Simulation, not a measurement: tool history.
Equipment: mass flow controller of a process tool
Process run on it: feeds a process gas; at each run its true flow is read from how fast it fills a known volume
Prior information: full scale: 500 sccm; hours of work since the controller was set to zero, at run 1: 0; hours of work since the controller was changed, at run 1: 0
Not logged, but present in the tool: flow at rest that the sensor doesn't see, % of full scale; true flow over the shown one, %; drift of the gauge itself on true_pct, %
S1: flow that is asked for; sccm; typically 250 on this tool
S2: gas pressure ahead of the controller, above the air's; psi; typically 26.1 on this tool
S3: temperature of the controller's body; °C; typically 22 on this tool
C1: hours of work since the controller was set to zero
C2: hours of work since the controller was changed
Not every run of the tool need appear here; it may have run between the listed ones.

Run 1, hour 0: usual settings; C1 0; C2 0. Result: true flow (%) 98.89.
Run 2, hour 235.8: usual settings but S1 278 sccm; C1 175; C2 175. Result: true flow (%) 98.99.
Run 3, hour 487.7: usual settings; C1 362; C2 362. Result: true flow (%) 98.91.
Run 4, hour 771.1: usual settings; C1 573; C2 573. Result: true flow (%) 98.79.
Run 5, hour 1041.6: usual settings but S3 30 °C; C1 774; C2 774. Result: true flow (%) 99.13.
Run 6, hour 1266.3: usual settings but S2 36 psi, S3 30 °C; C1 941; C2 941. Result: true flow (%) 98.95.
Run 7, hour 1509.5: usual settings but S2 36 psi, S3 30 °C; C1 1122; C2 1122. Result: true flow (%) 98.79.
Run 8, hour 1633.2: usual settings; C1 1214; C2 1214. Result: true flow (%) 98.81.
Run 9, hour 1858: usual settings but S3 21 °C; C1 1380; C2 1380. Result: true flow (%) 98.78.
Run 10, hour 2021: usual settings but S1 67 sccm; C1 1502; C2 1502. Result: true flow (%) 98.
Run 11, hour 2272.5: usual settings but S1 67 sccm; C1 1689; C2 1689. Result: true flow (%) 97.94.
Run 12, hour 2427: usual settings but S1 308 sccm, S3 28 °C; C1 1803; C2 1803. Result: true flow (%) 99.46.
Run 13, hour 2591.6: usual settings but S1 58 sccm, S2 29.6 psi, S3 33 °C; C1 1926; C2 1926. Result: true flow (%) 98.23.
Run 14, hour 2822.4: usual settings but S1 64 sccm, S2 34.8 psi, S3 31 °C; C1 2097; C2 2097. Result: true flow (%) 98.14.
Run 15, hour 3090: usual settings but S1 176 sccm, S3 20 °C; C1 2296; C2 2296. Result: true flow (%) 98.46.
Run 16, hour 3353.6: usual settings but S2 38.1 psi, S3 33 °C; C1 2492; C2 2492. Result: true flow (%) 98.96.
Run 17, hour 3636.3: usual settings but S2 38.1 psi, S3 33 °C; C1 2702; C2 2702. Result: true flow (%) 98.92.
Run 18, hour 3902.9: usual settings but S2 38 psi, S3 39 °C; C1 2900; C2 2900. Result: true flow (%) 99.17.

Consider 5 possible next runs. They are alternatives, not a sequence: every one starts from the tool as it was left by run 18. What does each give?
Run A, hour 4122.2: usual settings but S2 29.7 psi, S3 39 °C; C1 3063; C2 3063. Result: true flow (%) ?.
Run B, hour 4122.2: usual settings but S1 183 sccm, S2 37.9 psi; C1 3063; C2 3063. Result: true flow (%) ?.
Run C, hour 4122.2: usual settings but S1 61 sccm, S2 26.3 psi, S3 39 °C; C1 3063; C2 3063. Result: true flow (%) ?.
Run D, hour 4122.2: usual settings but S1 128 sccm, S2 38 psi, S3 39 °C; C1 3063; C2 3063. Result: true flow (%) ?.
Run E, hour 4122.2: usual settings but S2 25.8 psi; C1 3063; C2 3063. Result: true flow (%) ?.

run  true flow (%)
  A          99.43
  B          98.15
  C          98.65
  D          98.72
  E          98.81
With the hidden condition removed and each run's random variation left untouched, the same runs would have given:
run  true flow (%)
  A          99.42
  B          98.15
  C          98.68
  D          98.72
  E           98.8

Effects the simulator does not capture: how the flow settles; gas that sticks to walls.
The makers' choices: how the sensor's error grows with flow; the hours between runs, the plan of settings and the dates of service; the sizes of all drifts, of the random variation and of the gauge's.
